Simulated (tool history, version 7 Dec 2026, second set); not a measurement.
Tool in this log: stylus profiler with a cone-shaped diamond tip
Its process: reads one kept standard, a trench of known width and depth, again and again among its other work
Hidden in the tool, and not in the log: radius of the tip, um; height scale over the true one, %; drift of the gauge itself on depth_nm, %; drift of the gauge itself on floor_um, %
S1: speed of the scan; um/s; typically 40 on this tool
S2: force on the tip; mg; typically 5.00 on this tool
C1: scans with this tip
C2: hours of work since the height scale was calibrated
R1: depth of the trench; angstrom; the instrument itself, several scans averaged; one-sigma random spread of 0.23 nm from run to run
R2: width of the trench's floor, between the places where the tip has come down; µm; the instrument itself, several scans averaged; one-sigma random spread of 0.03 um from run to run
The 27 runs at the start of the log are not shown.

run,hour,S1,S2,C1,C2,R1,R2
28,727.3,49,3.46,195,15,10145.3,93.86
29,750.5,111,7.10,358,27,10229.9,93.75
30,771.4,29,9.74,506,38,10290.3,93.87
31,791.0,29,9.74,643,49,10291.3,93.80
32,820.1,24,3.26,849,64,10134.5,93.74
# hour 839.6: height scale calibrated on a step standard, once more
33,856.5,59,12.08,1101,9,10339.8,93.77
34,885.7,13,10.73,1307,25,10311.4,93.72
35,910.7,50,8.14,1483,38,10259.5,93.63
36,929.6,50,2.17,1616,48,10109.0,93.61
37,962.1,28,7.12,1845,65,10235.2,93.65
38,980.5,28,7.12,1975,75,10233.0,93.56
39,1005.7,121,5.00,2153,89,10185.5,93.47
40,1026.1,133,11.04,2297,100,10317.5,93.45
41,1050.6,133,11.04,2469,113,10315.1,93.47
42,1071.4,138,3.00,2615,124,10129.2,93.33
43,1102.8,138,3.00,2837,141,10128.6,93.25
44,1136.2,19,5.00,3072,158,10179.7,93.44
45,1165.8,40,5.50,3280,174,10191.9,93.39

What if the next run were any one of these 3? Each begins from the tool's condition after run 45:
A,1186.2,26,7.93,3424,185,?,?
B,1186.2,51,14.21,3424,185,?,?
C,1186.2,23,12.08,3424,185,?,?

run,R1,R2
A,10251.6,93.40
B,10370.0,93.38
C,10329.4,93.35
Without the tool's hidden state the same runs would have given:
run,R1,R2
A,10258.0,93.97
B,10376.5,93.94
C,10335.8,93.92
